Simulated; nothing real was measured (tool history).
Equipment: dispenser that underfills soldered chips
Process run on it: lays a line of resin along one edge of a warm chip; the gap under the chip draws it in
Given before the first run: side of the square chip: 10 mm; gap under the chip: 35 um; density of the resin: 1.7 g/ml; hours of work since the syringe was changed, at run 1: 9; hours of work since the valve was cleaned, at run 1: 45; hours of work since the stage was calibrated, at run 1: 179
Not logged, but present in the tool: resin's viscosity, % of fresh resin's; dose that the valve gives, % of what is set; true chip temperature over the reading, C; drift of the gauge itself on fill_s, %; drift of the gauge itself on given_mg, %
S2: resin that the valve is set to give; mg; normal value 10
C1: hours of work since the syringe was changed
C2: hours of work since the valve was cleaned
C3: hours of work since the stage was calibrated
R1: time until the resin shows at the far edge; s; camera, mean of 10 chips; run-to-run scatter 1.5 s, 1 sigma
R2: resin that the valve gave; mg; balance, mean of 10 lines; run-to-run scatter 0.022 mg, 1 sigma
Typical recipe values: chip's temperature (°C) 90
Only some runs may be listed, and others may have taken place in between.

Run 1, day 0: usual settings; C1 9; C2 45; C3 179. Result: R1 269.1 s, R2 9.87 mg.
At day 0.054: new syringe of resin.
Run 2, day 0.296: usual settings; C1 4; C2 49; C3 184. Result: R1 195.8 s, R2 9.84 mg.
At day 0.496: dispensing valve cleaned and set on the balance.
Run 3, day 0.617: usual settings; C1 9; C2 2; C3 188. Result: R1 267.6 s, R2 10.06 mg.
At day 0.696: new syringe of resin.
Run 4, day 0.892: usual settings; C1 3; C2 6; C3 193. Result: R1 184.3 s, R2 10 mg.
Run 5, day 1.133: usual settings; C1 7; C2 10; C3 197. Result: R1 238.8 s, R2 10.01 mg.
At day 1.288: new syringe of resin.
Run 6, day 1.367: usual settings; C1 1; C2 14; C3 200. Result: R1 165.5 s, R2 9.99 mg.
Run 7, day 1.654: usual settings; C1 6; C2 19; C3 205. Result: R1 224.1 s, R2 9.99 mg.
Run 8, day 1.808: usual settings but S2 8.6 mg; C1 9; C2 22; C3 208. Result: R1 269.9 s, R2 8.58 mg.
At day 1.883: new syringe of resin.
Run 9, day 2.108: usual settings but S2 8.6 mg; C1 4; C2 26; C3 213. Result: R1 197.6 s, R2 8.56 mg.
Run 10, day 2.296: usual settings but S2 8.6 mg; C1 7; C2 29; C3 216. Result: R1 249.1 s, R2 8.52 mg.
At day 2.471: new syringe of resin.
Run 11, day 2.488: usual settings but chip's temperature (°C) 95, S2 8.6 mg; C1 0; C2 32; C3 219. Result: R1 123.8 s, R2 8.55 mg.
Run 12, day 2.75: usual settings but chip's temperature (°C) 95, S2 8.6 mg; C1 5; C2 37; C3 223. Result: R1 166 s, R2 8.55 mg.
Run 13, day 3.029: usual settings but chip's temperature (°C) 95, S2 8.6 mg; C1 9; C2 41; C3 228. Result: R1 228.4 s, R2 8.54 mg.
At day 3.058: new syringe of resin.
Run 14, day 3.246: usual settings but chip's temperature (°C) 101, S2 11 mg; C1 3; C2 45; C3 231. Result: R1 116.1 s, R2 10.91 mg.
Run 15, day 3.521: usual settings but chip's temperature (°C) 101, S2 11 mg; C1 8; C2 49; C3 236. Result: R1 155.1 s, R2 10.89 mg.
At day 3.642: new syringe of resin.
At day 3.729: dispensing valve cleaned and set on the balance.
Run 16, day 3.796: usual settings but chip's temperature (°C) 91, S2 11.1 mg; C1 2; C2 1; C3 240. Result: R1 165.9 s, R2 11.15 mg.
Run 17, day 3.979: usual settings but chip's temperature (°C) 95, S2 10.7 mg; C1 5; C2 4; C3 243. Result: R1 167.5 s, R2 10.71 mg.
Run 18, day 4.204: usual settings but chip's temperature (°C) 104, S2 10.7 mg; C1 9; C2 8; C3 246. Result: R1 142.9 s, R2 10.66 mg.
At day 4.262: new syringe of resin.
Run 19, day 4.446: usual settings but chip's temperature (°C) 104, S2 11 mg; C1 3; C2 12; C3 250. Result: R1 98.7 s, R2 10.92 mg.

Forecast each of these 3 alternatives for the next run:
Run A, day 4.567: usual settings but chip's temperature (°C) 76, S2 9.6 mg; C1 5; C2 14; C3 252. Result: R1 ?, R2 ?.
Run B, day 4.567: usual settings but chip's temperature (°C) 89, S2 9.9 mg; C1 5; C2 14; C3 252. Result: R1 ?, R2 ?.
Run C, day 4.567: usual settings but chip's temperature (°C) 92, S2 11.5 mg; C1 5; C2 14; C3 252. Result: R1 ?, R2 ?.

run     R1     R2
  A  418.6   9.55
  B  225.1   9.83
  C  190.3  11.47
Stripped of hidden state, with their random variation kept, the same runs would have yielded:
run     R1    R2
  A    291  9.58
  B  157.1  9.86
  C  132.7  11.5

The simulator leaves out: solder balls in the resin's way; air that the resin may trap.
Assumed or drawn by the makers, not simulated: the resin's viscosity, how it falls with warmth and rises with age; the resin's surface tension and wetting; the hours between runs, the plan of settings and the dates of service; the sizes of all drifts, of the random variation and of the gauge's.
